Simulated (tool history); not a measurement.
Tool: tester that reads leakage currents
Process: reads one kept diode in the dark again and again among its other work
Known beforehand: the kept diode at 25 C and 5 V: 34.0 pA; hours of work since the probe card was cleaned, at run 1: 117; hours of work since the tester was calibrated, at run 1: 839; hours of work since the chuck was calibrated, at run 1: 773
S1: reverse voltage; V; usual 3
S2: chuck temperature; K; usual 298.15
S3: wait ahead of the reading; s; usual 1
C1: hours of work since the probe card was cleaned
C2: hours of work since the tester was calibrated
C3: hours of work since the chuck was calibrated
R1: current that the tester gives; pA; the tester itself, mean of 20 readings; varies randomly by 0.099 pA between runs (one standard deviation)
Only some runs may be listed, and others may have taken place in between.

run,day,S1,S2,S3,C1,C2,C3,R1
1,0,3,298.15,1,117,839,773,27.78
2,0.883,3,300.15,1,129,851,785,32.75
3,2.238,3,300.15,1,149,871,804,32.54
4,3.679,3,300.15,1,169,891,825,32.73
5,4.546,3,300.15,1,182,904,837,32.86
6,5.704,3,300.15,0.37,198,920,854,33.41
7,6.621,3,300.15,0.37,211,933,867,33.42
8,7.6,3,300.15,0.37,225,947,881,33.4
9,8.688,3,314.15,1,241,963,897,94.65
10,9.925,1.79,298.15,1,258,980,914,22.99
11,11.238,1.79,298.15,1,277,999,933,23.1
12,12.254,1.79,298.15,1,292,1014,947,23.07
13,13.833,1.79,298.15,1,314,1036,970,23.22
14,15.254,1.79,298.15,1,334,1056,990,23.16
15,16.121,1.79,298.15,1,347,1069,1003,23.32
# day 16.321: probe card cleaned and baked
16,17.45,1.81,298.15,0.81,16,1086,1020,23.95
17,18.125,1.81,298.15,0.81,26,1096,1030,24.01
18,19.712,1.81,298.15,0.81,48,1118,1052,24.05
19,20.75,2.61,323.15,7.65,63,1133,1067,169.38
20,21.825,18.8,298.15,1.57,79,1148,1082,74.91
21,22.688,3.74,298.15,1,91,1161,1095,33.19
# day 23.629: probe card cleaned and baked, once more
22,23.838,1.01,298.15,1,3,1175,1109,17.65
23,25.396,1.01,298.15,1,25,1198,1132,17.81

How would selected steps in R1 from run to run divide? Give the signed amount a tool lacking its hidden state would still show from settings, what came in and random variation, and the signed amount left for the hidden state, including any gauge scatter that is not in both of the compared results.
The hidden state here: stray current of the dirty probe card, pA a volt; current scale over the true one, %; true chuck temperature over the reading, C; drift of the gauge itself on leakage_pa, %.
Run 18 -> 19: S1 1.81 -> 2.61, S2 298.15 -> 323.15, S3 0.81 -> 7.65. R1 +145.33 pA: hidden state -5.87, all else +151.2.
Run 19 -> 20: S1 2.61 -> 18.8, S2 323.15 -> 298.15, S3 7.65 -> 1.57. R1 -94.47 pA: hidden state +22.82, all else -117.29.
Run 20 -> 21: S1 18.8 -> 3.74, S3 1.57 -> 1. R1 -41.72 pA: hidden state -15.11, all else -26.61.
